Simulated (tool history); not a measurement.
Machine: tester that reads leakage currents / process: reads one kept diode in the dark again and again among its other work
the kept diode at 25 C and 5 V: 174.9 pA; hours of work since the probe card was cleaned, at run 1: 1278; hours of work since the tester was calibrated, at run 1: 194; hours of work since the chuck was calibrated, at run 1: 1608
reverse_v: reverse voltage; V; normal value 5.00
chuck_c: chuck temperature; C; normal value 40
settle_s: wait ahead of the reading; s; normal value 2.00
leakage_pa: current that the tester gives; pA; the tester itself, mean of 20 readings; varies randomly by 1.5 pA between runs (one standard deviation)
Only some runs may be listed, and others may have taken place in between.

run,hour,reverse_v,chuck_c,settle_s,hours of work since the probe card was cleaned,hours of work since the tester was calibrated,hours of work since the chuck was calibrated,leakage_pa
1,0.0,5.00,40,2.00,1278,194,1608,495.43
2,40.5,5.00,40,2.00,1298,213,1628,496.28
3,87.4,5.00,40,2.00,1320,236,1650,498.28
# hour 124.6: chuck's temperature calibrated
4,146.1,5.00,40,2.00,1347,262,10,495.22
5,215.8,5.00,40,2.00,1379,295,43,497.45
6,263.0,5.00,40,2.00,1402,318,65,496.31
7,316.9,1.97,40,2.00,1427,343,91,310.94
8,352.8,1.97,40,2.00,1444,360,108,311.34
9,385.4,1.97,40,2.00,1460,375,123,310.19
10,428.7,1.97,60,2.00,1480,396,144,1075.50
11,501.0,5.00,40,6.80,1514,430,178,497.63
12,575.1,5.00,40,0.85,1549,465,213,498.42
13,608.2,5.00,58,2.00,1565,481,228,1518.06
14,667.7,5.00,58,2.00,1593,509,257,1526.95
15,734.7,5.00,40,0.30,1625,540,288,501.09
16,769.6,5.00,40,0.30,1641,557,305,502.79
17,799.7,2.26,40,2.00,1655,571,319,333.50
18,852.7,2.26,40,2.00,1680,596,344,333.41
19,903.9,2.26,40,2.00,1705,620,368,333.07
20,966.3,2.26,40,2.00,1734,650,398,334.91
21,1007.0,2.26,40,2.00,1753,669,417,332.85
22,1057.3,6.05,25,0.40,1777,693,441,196.60
23,1089.8,3.09,35,0.40,1792,708,456,281.25
24,1134.8,3.09,35,0.40,1814,729,477,279.99
25,1197.0,3.09,35,0.40,1843,759,507,281.32
26,1253.3,3.09,35,0.40,1870,785,533,279.90
27,1295.4,6.14,30,0.40,1889,805,553,283.20
28,1325.4,6.14,30,0.40,1904,819,567,282.24
29,1374.5,2.07,25,4.12,1927,843,590,111.92
30,1411.6,2.07,25,4.12,1944,860,608,112.49
31,1451.9,2.07,25,4.12,1963,879,627,112.34
32,1526.6,4.24,45,3.57,1999,915,662,632.87
# hour 1570.2: probe card cleaned and baked
33,1598.5,5.00,22,0.70,13,947,695,142.25
34,1657.8,5.00,54,1.15,41,975,723,1204.08
35,1689.8,5.00,54,1.15,56,990,738,1199.39
36,1740.5,5.00,54,1.15,80,1014,762,1205.83
37,1794.0,9.55,26,0.77,106,1039,787,263.79
38,1839.9,12.35,46,4.34,127,1061,809,1152.81
39,1893.1,12.35,46,4.34,153,1086,834,1158.80

For each entry between runs, how does the tool's hidden state at the last listed run before it compare with that at the first listed run after it?
Run 3 -> run 4: chuck's temperature calibrated (hour 124.6)
  stray current of the dirty probe card, pA a volt: 0.05 -> 0.051; true chuck temperature over the reading, C: -0.01 -> 0
Run 32 -> run 33: probe card cleaned and baked (hour 1570.2)
  stray current of the dirty probe card, pA a volt: 0.066 -> 0.02; current scale over the true one, %: 0.01 -> 0.02

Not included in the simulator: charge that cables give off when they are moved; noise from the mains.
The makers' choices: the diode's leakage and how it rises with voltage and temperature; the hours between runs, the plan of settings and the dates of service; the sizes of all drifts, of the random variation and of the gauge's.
